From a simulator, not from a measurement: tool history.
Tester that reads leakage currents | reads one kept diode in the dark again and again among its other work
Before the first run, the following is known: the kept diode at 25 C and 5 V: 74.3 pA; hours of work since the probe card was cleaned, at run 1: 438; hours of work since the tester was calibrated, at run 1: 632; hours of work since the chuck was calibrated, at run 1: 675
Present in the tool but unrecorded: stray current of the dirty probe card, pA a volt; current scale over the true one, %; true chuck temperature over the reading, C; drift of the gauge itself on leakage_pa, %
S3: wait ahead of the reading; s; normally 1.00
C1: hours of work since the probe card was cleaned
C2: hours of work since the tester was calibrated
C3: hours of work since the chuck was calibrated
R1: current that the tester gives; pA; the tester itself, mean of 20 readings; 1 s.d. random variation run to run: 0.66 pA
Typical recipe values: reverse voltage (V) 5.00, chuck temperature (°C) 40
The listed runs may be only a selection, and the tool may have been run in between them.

{"run": 1, "hour": 0.0, "reverse voltage (V)": 5.0, "chuck temperature (°C)": 40, "S3": 1.0, "C1": 438, "C2": 632, "C3": 675, "R1": 225.45}
{"run": 2, "hour": 19.1, "reverse voltage (V)": 5.0, "chuck temperature (°C)": 40, "S3": 1.0, "C1": 453, "C2": 646, "C3": 689, "R1": 224.59}
{"run": 3, "hour": 50.4, "reverse voltage (V)": 5.0, "chuck temperature (°C)": 40, "S3": 1.0, "C1": 477, "C2": 671, "C3": 714, "R1": 225.53}
{"run": 4, "hour": 82.9, "reverse voltage (V)": 5.0, "chuck temperature (°C)": 40, "S3": 1.0, "C1": 502, "C2": 696, "C3": 739, "R1": 225.84}
{"run": 5, "hour": 120.8, "reverse voltage (V)": 5.0, "chuck temperature (°C)": 40, "S3": 1.0, "C1": 531, "C2": 725, "C3": 768, "R1": 226.6}
{"run": 6, "hour": 138.6, "reverse voltage (V)": 5.0, "chuck temperature (°C)": 40, "S3": 1.0, "C1": 545, "C2": 739, "C3": 782, "R1": 225.39}
{"run": 7, "hour": 164.2, "reverse voltage (V)": 5.0, "chuck temperature (°C)": 40, "S3": 1.0, "C1": 565, "C2": 759, "C3": 802, "R1": 226.68}
{"run": 8, "hour": 182.2, "reverse voltage (V)": 5.0, "chuck temperature (°C)": 40, "S3": 1.0, "C1": 579, "C2": 773, "C3": 816, "R1": 227.24}
{"run": 9, "hour": 217.1, "reverse voltage (V)": 5.0, "chuck temperature (°C)": 40, "S3": 1.0, "C1": 606, "C2": 800, "C3": 843, "R1": 227.0}
{"run": 10, "hour": 243.3, "reverse voltage (V)": 5.0, "chuck temperature (°C)": 40, "S3": 7.18, "C1": 626, "C2": 820, "C3": 863, "R1": 226.82}
{"run": 11, "hour": 264.6, "reverse voltage (V)": 5.0, "chuck temperature (°C)": 40, "S3": 7.18, "C1": 643, "C2": 837, "C3": 880, "R1": 226.07}
{"run": 12, "hour": 289.2, "reverse voltage (V)": 5.0, "chuck temperature (°C)": 40, "S3": 1.0, "C1": 662, "C2": 856, "C3": 899, "R1": 228.45}
{"run": 13, "hour": 319.0, "reverse voltage (V)": 5.0, "chuck temperature (°C)": 40, "S3": 1.0, "C1": 685, "C2": 879, "C3": 922, "R1": 228.77}
{"hour": 324.1, "done": "chuck's temperature calibrated"}
{"run": 14, "hour": 344.9, "reverse voltage (V)": 5.0, "chuck temperature (°C)": 40, "S3": 1.0, "C1": 704, "C2": 897, "C3": 16, "R1": 229.43}
{"run": 15, "hour": 374.9, "reverse voltage (V)": 5.0, "chuck temperature (°C)": 40, "S3": 1.0, "C1": 727, "C2": 921, "C3": 39, "R1": 229.88}
{"run": 16, "hour": 400.4, "reverse voltage (V)": 5.0, "chuck temperature (°C)": 40, "S3": 1.0, "C1": 747, "C2": 940, "C3": 59, "R1": 229.76}
{"run": 17, "hour": 417.4, "reverse voltage (V)": 5.0, "chuck temperature (°C)": 40, "S3": 1.0, "C1": 760, "C2": 954, "C3": 72, "R1": 229.57}
{"run": 18, "hour": 455.4, "reverse voltage (V)": 5.0, "chuck temperature (°C)": 47, "S3": 1.0, "C1": 789, "C2": 983, "C3": 102, "R1": 362.1}
{"run": 19, "hour": 479.6, "reverse voltage (V)": 5.0, "chuck temperature (°C)": 47, "S3": 1.0, "C1": 808, "C2": 1002, "C3": 120, "R1": 363.29}
{"run": 20, "hour": 508.6, "reverse voltage (V)": 5.0, "chuck temperature (°C)": 40, "S3": 0.51, "C1": 831, "C2": 1024, "C3": 143, "R1": 231.92}
{"run": 21, "hour": 530.8, "reverse voltage (V)": 12.83, "chuck temperature (°C)": 52, "S3": 1.0, "C1": 848, "C2": 1041, "C3": 160, "R1": 722.45}
{"hour": 543.6, "done": "chuck's temperature calibrated, once more"}
{"run": 22, "hour": 559.9, "reverse voltage (V)": 1.61, "chuck temperature (°C)": 27, "S3": 1.17, "C1": 869, "C2": 1062, "C3": 13, "R1": 58.86}
{"run": 23, "hour": 581.7, "reverse voltage (V)": 5.0, "chuck temperature (°C)": 24, "S3": 1.0, "C1": 886, "C2": 1079, "C3": 30, "R1": 77.31}
{"run": 24, "hour": 603.3, "reverse voltage (V)": 10.21, "chuck temperature (°C)": 37, "S3": 1.0, "C1": 902, "C2": 1096, "C3": 46, "R1": 249.91}
{"run": 25, "hour": 635.5, "reverse voltage (V)": 3.95, "chuck temperature (°C)": 37, "S3": 1.0, "C1": 927, "C2": 1121, "C3": 71, "R1": 170.48}
{"run": 26, "hour": 656.2, "reverse voltage (V)": 5.0, "chuck temperature (°C)": 40, "S3": 0.91, "C1": 943, "C2": 1137, "C3": 87, "R1": 228.22}
{"run": 27, "hour": 688.0, "reverse voltage (V)": 1.25, "chuck temperature (°C)": 50, "S3": 0.74, "C1": 968, "C2": 1162, "C3": 112, "R1": 253.5}
{"run": 28, "hour": 709.6, "reverse voltage (V)": 5.0, "chuck temperature (°C)": 55, "S3": 5.83, "C1": 985, "C2": 1178, "C3": 129, "R1": 589.35}
{"run": 29, "hour": 735.5, "reverse voltage (V)": 5.0, "chuck temperature (°C)": 55, "S3": 5.83, "C1": 1005, "C2": 1199, "C3": 149, "R1": 594.2}
{"run": 30, "hour": 759.1, "reverse voltage (V)": 5.0, "chuck temperature (°C)": 55, "S3": 9.82, "C1": 1023, "C2": 1217, "C3": 167, "R1": 590.87}
{"run": 31, "hour": 791.5, "reverse voltage (V)": 12.99, "chuck temperature (°C)": 40, "S3": 0.81, "C1": 1048, "C2": 1242, "C3": 192, "R1": 340.08}
{"run": 32, "hour": 817.7, "reverse voltage (V)": 2.24, "chuck temperature (°C)": 25, "S3": 1.0, "C1": 1069, "C2": 1262, "C3": 213, "R1": 59.03}
{"run": 33, "hour": 835.8, "reverse voltage (V)": 2.24, "chuck temperature (°C)": 25, "S3": 1.0, "C1": 1083, "C2": 1276, "C3": 226, "R1": 59.21}
{"run": 34, "hour": 867.2, "reverse voltage (V)": 15.93, "chuck temperature (°C)": 54, "S3": 0.32, "C1": 1107, "C2": 1301, "C3": 251, "R1": 899.87}
{"run": 35, "hour": 899.2, "reverse voltage (V)": 1.75, "chuck temperature (°C)": 42, "S3": 0.87, "C1": 1132, "C2": 1325, "C3": 276, "R1": 173.27}
{"run": 36, "hour": 936.1, "reverse voltage (V)": 13.25, "chuck temperature (°C)": 55, "S3": 1.0, "C1": 1160, "C2": 1354, "C3": 304, "R1": 877.65}
{"run": 37, "hour": 966.8, "reverse voltage (V)": 7.91, "chuck temperature (°C)": 40, "S3": 0.68, "C1": 1184, "C2": 1378, "C3": 328, "R1": 279.28}
{"run": 38, "hour": 999.0, "reverse voltage (V)": 7.91, "chuck temperature (°C)": 40, "S3": 1.05, "C1": 1209, "C2": 1403, "C3": 353, "R1": 278.83}
{"run": 39, "hour": 1029.7, "reverse voltage (V)": 7.91, "chuck temperature (°C)": 40, "S3": 1.05, "C1": 1233, "C2": 1427, "C3": 377, "R1": 278.58}

Each row is a separate what-if for the run after 39, all from the same tool condition, not one after another. Results?
{"run": "A", "hour": 1051.6, "reverse voltage (V)": 8.78, "chuck temperature (°C)": 22, "S3": 1.05, "C1": 1250, "C2": 1444, "C3": 394, "R1": "?"}
{"run": "B", "hour": 1051.6, "reverse voltage (V)": 5.0, "chuck temperature (°C)": 28, "S3": 0.89, "C1": 1250, "C2": 1444, "C3": 394, "R1": "?"}
{"run": "C", "hour": 1051.6, "reverse voltage (V)": 1.31, "chuck temperature (°C)": 35, "S3": 2.02, "C1": 1250, "C2": 1444, "C3": 394, "R1": "?"}
{"run": "D", "hour": 1051.6, "reverse voltage (V)": 7.91, "chuck temperature (°C)": 40, "S3": 1.0, "C1": 1250, "C2": 1444, "C3": 394, "R1": "?"}

run=A R1=91.97
run=B R1=104.41
run=C R1=96.77
run=D R1=279.42
What these runs would have given with no unlogged condition in the tool:
run=A R1=76.88
run=B R1=94.84
run=C R1=92.90
run=D R1=262.18
